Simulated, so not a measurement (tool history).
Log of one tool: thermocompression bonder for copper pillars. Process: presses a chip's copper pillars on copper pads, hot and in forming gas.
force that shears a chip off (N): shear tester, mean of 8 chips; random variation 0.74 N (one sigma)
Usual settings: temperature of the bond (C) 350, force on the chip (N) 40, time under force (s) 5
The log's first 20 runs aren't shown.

run,hour,temperature of the bond (C),force on the chip (N),time under force (s),force that shears a chip off (N)
21,368.5,350,27,5,37.9
22,379.9,365,40,6,63.8
23,396.9,324,57,6,62.8
24,414.5,363,57,6,79.6
25,425.7,341,57,5,64.2
26,439.8,375,40,4,55.9
27,450.6,375,40,5,62.1
28,462.2,375,40,5,61.5
29,482.4,370,36,7,61.8
30,502.8,340,26,4,29.8
31,525.8,344,48,5,57.6
# hour 539.1: forming gas filter changed
32,547.0,357,27,5,40.9
33,562.9,376,25,14,66.6
34,577.4,350,33,5,47.4
35,592.8,350,51,5,66.2
36,605.5,350,35,11,65.6
37,621.3,350,35,11,65.7
38,632.1,350,35,11,65.5
39,646.6,350,35,3,38.4

Forecast each of these 5 alternatives for the next run:
A,669.1,331,40,3,?
B,669.1,335,54,3,?
C,669.1,362,40,5,?
D,669.1,350,58,5,?
E,669.1,338,35,3,?

run,force that shears a chip off (N)
A,36.4
B,49.9
C,56.7
D,71.9
E,34.7
Without the tool's hidden state the same runs would have given:
run,force that shears a chip off (N)
A,37.3
B,51.2
C,58.6
D,74.2
E,35.5
